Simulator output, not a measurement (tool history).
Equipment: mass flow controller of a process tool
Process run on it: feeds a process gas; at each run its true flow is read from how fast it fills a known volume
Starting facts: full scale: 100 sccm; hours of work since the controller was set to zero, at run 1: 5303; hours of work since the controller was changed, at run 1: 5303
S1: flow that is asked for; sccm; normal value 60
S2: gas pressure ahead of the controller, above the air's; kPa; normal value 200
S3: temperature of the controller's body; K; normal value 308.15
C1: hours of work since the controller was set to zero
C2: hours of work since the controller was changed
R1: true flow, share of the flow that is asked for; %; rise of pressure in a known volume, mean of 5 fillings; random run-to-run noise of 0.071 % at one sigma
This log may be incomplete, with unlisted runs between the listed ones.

run    hour  S1   S2      S3    C1    C2      R1
  1     0.0  60  200  308.15  5303  5303  102.28
  2   402.6  60  200  308.15  5465  5465  102.41
  3   775.7  70  200  308.15  5615  5615  102.55
  4  1221.3  27  200  308.15  5794  5794  102.85
  5  1420.9  16  200  308.15  5874  5874  104.45
  6  1710.0  60  200  308.15  5990  5990  102.59
  7  2044.1  17  200  308.15  6125  6125  104.31
  8  2243.5  17  200  308.15  6205  6205  104.51
  9  2563.5  26  200  308.15  6333  6333  103.49
     2589.8  -- controller's zero set anew
 10  3031.4  60  200  300.15   177  6521  103.00
 11  3501.2  60  200  308.15   366  6710  103.71
 12  3958.0  60  200  308.15   550  6893  103.83
 13  4345.6  60  200  308.15   706  7049  103.82
 14  4603.5  60  142  308.15   809  7153  103.63
 15  5060.4  60  142  308.15   993  7336  103.79
     5131.2  -- controller's zero set anew, once more
 16  5357.5  60  142  301.15    91  7456  101.15
 17  5761.9  60  142  301.15   253  7618  101.16

Forecast run 18:
 18  6057.2  60  142  301.15  372  7737   ?

R1: 101.07 %
With no hidden state in the tool, this same run would have given R1 98.80 %.
